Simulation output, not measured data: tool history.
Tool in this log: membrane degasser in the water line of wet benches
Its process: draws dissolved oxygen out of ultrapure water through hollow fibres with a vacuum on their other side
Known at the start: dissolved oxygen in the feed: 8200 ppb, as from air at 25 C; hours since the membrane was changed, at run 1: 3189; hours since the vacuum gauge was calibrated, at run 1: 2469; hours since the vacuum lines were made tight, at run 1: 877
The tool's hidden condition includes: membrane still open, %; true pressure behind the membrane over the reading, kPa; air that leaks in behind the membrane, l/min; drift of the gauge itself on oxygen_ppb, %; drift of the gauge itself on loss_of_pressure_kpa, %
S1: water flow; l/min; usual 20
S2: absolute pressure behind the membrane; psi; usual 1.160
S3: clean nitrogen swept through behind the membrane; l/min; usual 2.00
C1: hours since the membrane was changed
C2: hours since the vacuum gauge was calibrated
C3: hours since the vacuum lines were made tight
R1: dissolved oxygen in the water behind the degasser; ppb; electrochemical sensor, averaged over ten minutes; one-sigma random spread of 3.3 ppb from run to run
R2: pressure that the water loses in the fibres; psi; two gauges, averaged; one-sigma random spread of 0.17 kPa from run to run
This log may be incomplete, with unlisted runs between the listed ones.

run	hour	S1	S2	S3	C1	C2	C3	R1	R2
1	0.0	20	1.160	2.00	3189	2469	877	347.2	4.154
2	180.2	20	1.160	2.00	3369	2649	1057	350.3	4.187
3	325.2	20	2.867	2.00	3514	2794	1202	588.4	4.163
4	453.0	20	1.160	2.00	3642	2922	1330	344.8	4.197
5	595.7	20	1.160	2.00	3784	3065	1472	342.6	4.232
6	687.7	20	2.192	2.00	3876	3157	1564	503.4	4.158
7	817.5	18	1.160	2.00	4006	3287	1694	301.2	3.787
8	966.4	20	1.160	4.28	4155	3436	1843	294.6	4.184
9	1164.1	20	1.160	4.28	4353	3633	2041	299.9	4.263
10	1328.1	20	1.160	4.28	4517	3797	2205	293.3	4.181
11	1500.3	20	1.160	2.98	4689	3969	2377	319.2	4.186
12	1598.7	15	1.160	2.00	4787	4068	2475	236.9	3.168
13	1729.7	15	1.160	2.00	4918	4199	2606	238.8	3.184
14	1883.8	15	1.160	2.00	5073	4353	2760	244.2	3.160
15	1991.6	15	1.160	2.00	5180	4461	2868	246.2	3.188
16	2165.7	21	1.610	4.36	5354	4635	3042	361.2	4.444
# hour 2184.1: vacuum gauge calibrated
17	2381.1	20	2.116	3.52	5569	197	3257	395.2	4.244
18	2506.8	16	1.105	5.44	5695	323	3383	209.8	3.423
19	2678.3	16	1.105	5.44	5867	494	3554	212.3	3.434
20	2777.9	16	1.105	5.44	5966	594	3654	214.7	3.404
# hour 2961.0: vacuum gauge calibrated, once more
21	2972.1	31	1.160	2.17	6160	11	3848	608.0	6.608
22	3187.4	16	1.917	5.67	6375	226	4063	250.3	3.453
23	3354.8	24	2.151	5.67	6543	394	4230	443.3	5.142
24	3555.4	24	2.151	5.67	6743	594	4431	451.6	5.158
25	3677.6	13	0.719	2.00	6865	717	4553	156.5	2.811

5 ways to go on from here, each from the tool as it stands after run 25. What would each give?
A	3832.5	25	0.719	2.00	7020	871	4708	?	?
B	3832.5	29	1.632	2.77	7020	871	4708	?	?
C	3832.5	25	1.536	3.00	7020	871	4708	?	?
D	3832.5	21	0.719	4.62	7020	871	4708	?	?
E	3832.5	14	0.719	2.00	7020	871	4708	?	?

run	R1	R2
A	405.2	5.388
B	614.3	6.173
C	503.3	5.384
D	294.5	4.512
E	176.8	3.010
What these runs would have given with no unlogged condition in the tool:
run	R1	R2
A	352.1	5.129
B	554.5	5.873
C	449.5	5.123
D	250.6	4.295
E	148.8	2.864

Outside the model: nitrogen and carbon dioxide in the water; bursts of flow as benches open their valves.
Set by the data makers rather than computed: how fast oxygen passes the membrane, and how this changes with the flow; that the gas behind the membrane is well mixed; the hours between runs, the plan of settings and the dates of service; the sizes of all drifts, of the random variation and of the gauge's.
